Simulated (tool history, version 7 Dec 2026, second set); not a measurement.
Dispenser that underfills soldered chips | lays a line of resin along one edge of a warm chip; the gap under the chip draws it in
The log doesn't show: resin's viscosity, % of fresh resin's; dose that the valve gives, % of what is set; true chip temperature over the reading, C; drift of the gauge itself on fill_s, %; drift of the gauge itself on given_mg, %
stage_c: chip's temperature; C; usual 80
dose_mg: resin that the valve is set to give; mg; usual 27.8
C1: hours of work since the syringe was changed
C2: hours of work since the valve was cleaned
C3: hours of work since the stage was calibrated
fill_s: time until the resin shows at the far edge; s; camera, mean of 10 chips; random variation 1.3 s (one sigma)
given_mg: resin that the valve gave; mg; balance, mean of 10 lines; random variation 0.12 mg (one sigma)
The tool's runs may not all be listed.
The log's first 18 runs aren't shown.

Run 19, hour 101.2: usual settings but dose_mg 29.7 mg; C1 7; C2 21; C3 256. Result: fill_s 159.4 s, given_mg 29.14 mg.
At hour 103.4: new syringe of resin.
Run 20, hour 106.1: usual settings but stage_c 95 C, dose_mg 23.9 mg; C1 2; C2 24; C3 259. Result: fill_s 69.7 s, given_mg 23.21 mg.
Run 21, hour 112.2: usual settings but stage_c 81 C, dose_mg 24.7 mg; C1 7; C2 29; C3 264. Result: fill_s 155.1 s, given_mg 24.01 mg.
At hour 114.2: new syringe of resin.
Run 22, hour 117.0: usual settings but stage_c 73 C, dose_mg 31.0 mg; C1 2; C2 32; C3 267. Result: fill_s 192.9 s, given_mg 30.02 mg.
Run 23, hour 123.1: usual settings but stage_c 73 C, dose_mg 31.0 mg; C1 7; C2 37; C3 272. Result: fill_s 222.8 s, given_mg 30.02 mg.
At hour 124.8: new syringe of resin.
Run 24, hour 127.7: usual settings but stage_c 89 C, dose_mg 23.6 mg; C1 2; C2 40; C3 275. Result: fill_s 93.6 s, given_mg 22.40 mg.
Run 25, hour 132.3: usual settings but stage_c 89 C, dose_mg 23.6 mg; C1 6; C2 43; C3 278. Result: fill_s 104.6 s, given_mg 22.66 mg.
At hour 135.6: new syringe of resin.
Run 26, hour 136.5: usual settings but stage_c 72 C, dose_mg 25.8 mg; C1 1; C2 46; C3 281. Result: fill_s 204.9 s, given_mg 24.54 mg.
Run 27, hour 142.2: usual settings but stage_c 72 C, dose_mg 25.8 mg; C1 5; C2 50; C3 286. Result: fill_s 238.9 s, given_mg 24.60 mg.
At hour 146.4: new syringe of resin.
Run 28, hour 149.5: usual settings but stage_c 84 C, dose_mg 25.3 mg; C1 2; C2 56; C3 291. Result: fill_s 122.5 s, given_mg 24.05 mg.
Run 29, hour 154.9: usual settings but stage_c 91 C, dose_mg 25.3 mg; C1 6; C2 60; C3 295. Result: fill_s 97.8 s, given_mg 23.86 mg.
At hour 157.1: new syringe of resin.
Run 30, hour 161.1: usual settings but stage_c 79 C, dose_mg 31.5 mg; C1 3; C2 64; C3 299. Result: fill_s 151.7 s, given_mg 29.45 mg.
Run 31, hour 167.3: usual settings but stage_c 76 C, dose_mg 27.2 mg; C1 8; C2 69; C3 304. Result: fill_s 210.9 s, given_mg 25.47 mg.
At hour 168.3: new syringe of resin.
Run 32, hour 172.7: usual settings but stage_c 76 C, dose_mg 25.1 mg; C1 3; C2 72; C3 308. Result: fill_s 185.8 s, given_mg 23.37 mg.
Run 33, hour 178.5: usual settings but stage_c 90 C, dose_mg 24.9 mg; C1 8; C2 77; C3 312. Result: fill_s 107.1 s, given_mg 23.29 mg.
At hour 179.4: new syringe of resin.
Run 34, hour 185.0: usual settings but stage_c 73 C, dose_mg 28.4 mg; C1 4; C2 81; C3 317. Result: fill_s 213.6 s, given_mg 26.16 mg.
Run 35, hour 189.6: usual settings but stage_c 86 C, dose_mg 26.2 mg; C1 8; C2 85; C3 320. Result: fill_s 130.5 s, given_mg 24.00 mg.

Forecast each of these 3 alternatives for the next run:
At hour 190.4: new syringe of resin.
Run A, hour 193.8: usual settings but stage_c 86 C, dose_mg 31.1 mg; C1 3; C2 88; C3 323. Result: fill_s ?, given_mg ?.
At hour 190.4: new syringe of resin.
Run B, hour 193.8: usual settings but stage_c 81 C, dose_mg 26.2 mg; C1 3; C2 88; C3 323. Result: fill_s ?, given_mg ?.
At hour 190.4: new syringe of resin.
Run C, hour 193.8: usual settings but dose_mg 34.0 mg; C1 3; C2 88; C3 323. Result: fill_s ?, given_mg ?.

run  fill_s  given_mg
  A   107.0     28.51
  B   142.9     24.01
  C   140.7     31.36
Without the tool's hidden state the same runs would have given:
run  fill_s  given_mg
  A    88.9     31.07
  B   117.0     26.15
  C   117.1     34.16
